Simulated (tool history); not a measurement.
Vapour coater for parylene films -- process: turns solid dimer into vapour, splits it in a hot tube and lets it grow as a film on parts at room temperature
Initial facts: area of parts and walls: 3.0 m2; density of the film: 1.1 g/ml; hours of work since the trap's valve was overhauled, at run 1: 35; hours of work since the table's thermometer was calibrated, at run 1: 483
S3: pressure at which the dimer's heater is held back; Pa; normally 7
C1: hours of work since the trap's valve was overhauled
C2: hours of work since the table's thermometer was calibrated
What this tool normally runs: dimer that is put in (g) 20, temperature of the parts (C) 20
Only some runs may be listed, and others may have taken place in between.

run 1 hour=0 | dimer_that_is_put_in_(g)=20 temperature_of_the_parts_(C)=20 S3=7 | C1=35 C2=483 | thickness_of_the_film_(µm)=2.97
run 2 hour=16.4 | dimer_that_is_put_in_(g)=20 temperature_of_the_parts_(C)=20 S3=7 | C1=43 C2=491 | thickness_of_the_film_(µm)=2.99
run 3 hour=41 | dimer_that_is_put_in_(g)=20 temperature_of_the_parts_(C)=20 S3=7 | C1=55 C2=503 | thickness_of_the_film_(µm)=3
run 4 hour=51.9 | dimer_that_is_put_in_(g)=20 temperature_of_the_parts_(C)=29 S3=7 | C1=60 C2=509 | thickness_of_the_film_(µm)=2.2
run 5 hour=76 | dimer_that_is_put_in_(g)=20 temperature_of_the_parts_(C)=29 S3=7 | C1=72 C2=521 | thickness_of_the_film_(µm)=2.21
run 6 hour=97 | dimer_that_is_put_in_(g)=20 temperature_of_the_parts_(C)=20 S3=7 | C1=83 C2=531 | thickness_of_the_film_(µm)=3.02
run 7 hour=108.7 | dimer_that_is_put_in_(g)=20 temperature_of_the_parts_(C)=20 S3=7 | C1=88 C2=537 | thickness_of_the_film_(µm)=2.98
run 8 hour=131.8 | dimer_that_is_put_in_(g)=11 temperature_of_the_parts_(C)=20 S3=7 | C1=100 C2=548 | thickness_of_the_film_(µm)=1.63
run 9 hour=155.5 | dimer_that_is_put_in_(g)=11 temperature_of_the_parts_(C)=20 S3=7 | C1=112 C2=560 | thickness_of_the_film_(µm)=1.65
run 10 hour=168 | dimer_that_is_put_in_(g)=11 temperature_of_the_parts_(C)=20 S3=7 | C1=118 C2=566 | thickness_of_the_film_(µm)=1.66
run 11 hour=192.4 | dimer_that_is_put_in_(g)=11 temperature_of_the_parts_(C)=20 S3=7 | C1=130 C2=578 | thickness_of_the_film_(µm)=1.69
run 12 hour=211.1 | dimer_that_is_put_in_(g)=11 temperature_of_the_parts_(C)=20 S3=7 | C1=139 C2=588 | thickness_of_the_film_(µm)=1.68
run 13 hour=223.6 | dimer_that_is_put_in_(g)=11 temperature_of_the_parts_(C)=20 S3=7 | C1=146 C2=594 | thickness_of_the_film_(µm)=1.66
run 14 hour=244.3 | dimer_that_is_put_in_(g)=11 temperature_of_the_parts_(C)=20 S3=7 | C1=156 C2=604 | thickness_of_the_film_(µm)=1.68
run 15 hour=265.5 | dimer_that_is_put_in_(g)=11 temperature_of_the_parts_(C)=20 S3=7 | C1=166 C2=615 | thickness_of_the_film_(µm)=1.66
run 16 hour=284.9 | dimer_that_is_put_in_(g)=11 temperature_of_the_parts_(C)=20 S3=7 | C1=176 C2=624 | thickness_of_the_film_(µm)=1.68
run 17 hour=301.4 | dimer_that_is_put_in_(g)=11 temperature_of_the_parts_(C)=20 S3=7 | C1=184 C2=632 | thickness_of_the_film_(µm)=1.67
-- hour=310.2 gauge calibrated
run 18 hour=327 | dimer_that_is_put_in_(g)=23 temperature_of_the_parts_(C)=20 S3=7 | C1=197 C2=645 | thickness_of_the_film_(µm)=3.43
run 19 hour=345.1 | dimer_that_is_put_in_(g)=14 temperature_of_the_parts_(C)=12 S3=7 | C1=206 C2=654 | thickness_of_the_film_(µm)=2.74
run 20 hour=368.6 | dimer_that_is_put_in_(g)=34 temperature_of_the_parts_(C)=19 S3=3.98 | C1=217 C2=666 | thickness_of_the_film_(µm)=5.85
run 21 hour=394.1 | dimer_that_is_put_in_(g)=34 temperature_of_the_parts_(C)=19 S3=2.99 | C1=230 C2=678 | thickness_of_the_film_(µm)=6.23
run 22 hour=413.2 | dimer_that_is_put_in_(g)=20 temperature_of_the_parts_(C)=24 S3=9.27 | C1=240 C2=688 | thickness_of_the_film_(µm)=2.46
run 23 hour=425.6 | dimer_that_is_put_in_(g)=10 temperature_of_the_parts_(C)=18 S3=2.97 | C1=246 C2=694 | thickness_of_the_film_(µm)=1.89
run 24 hour=442.8 | dimer_that_is_put_in_(g)=10 temperature_of_the_parts_(C)=18 S3=2.97 | C1=254 C2=703 | thickness_of_the_film_(µm)=1.92
run 25 hour=467.7 | dimer_that_is_put_in_(g)=10 temperature_of_the_parts_(C)=18 S3=2.97 | C1=267 C2=715 | thickness_of_the_film_(µm)=1.91
run 26 hour=483.7 | dimer_that_is_put_in_(g)=20 temperature_of_the_parts_(C)=14 S3=5.24 | C1=275 C2=723 | thickness_of_the_film_(µm)=3.91
run 27 hour=505.7 | dimer_that_is_put_in_(g)=20 temperature_of_the_parts_(C)=14 S3=5.24 | C1=286 C2=734 | thickness_of_the_film_(µm)=3.93

A few steps of thickness of the film (µm) between consecutive runs. Split each: what settings, incoming material and random variation would produce without the hidden state, and what is left over for the hidden state, along with gauge scatter present in only one of the two compared results (measured, and without hidden state):
Unlogged tool condition in this case: vapour lost through the trap's worn valve, %; true temperature of the parts over the reading, C; drift of the gauge itself on film_um, %.
Run 17 -> 18: dimer that is put in (g) 11 -> 23, gauge calibrated. thickness of the film (µm) +1.76: hidden state -0.04, all else +1.8.
Run 19 -> 20: dimer that is put in (g) 14 -> 34, temperature of the parts (C) 12 -> 19, S3 7 -> 3.98. thickness of the film (µm) +3.11: hidden state +0.01, all else +3.1.
Run 21 -> 22: dimer that is put in (g) 34 -> 20, temperature of the parts (C) 19 -> 24, S3 2.99 -> 9.27. thickness of the film (µm) -3.77: hidden state -0.02, all else -3.75.
Run 25 -> 26: dimer that is put in (g) 10 -> 20, temperature of the parts (C) 18 -> 14, S3 2.97 -> 5.24. thickness of the film (µm) +2: hidden state +0.03, all else +1.97.

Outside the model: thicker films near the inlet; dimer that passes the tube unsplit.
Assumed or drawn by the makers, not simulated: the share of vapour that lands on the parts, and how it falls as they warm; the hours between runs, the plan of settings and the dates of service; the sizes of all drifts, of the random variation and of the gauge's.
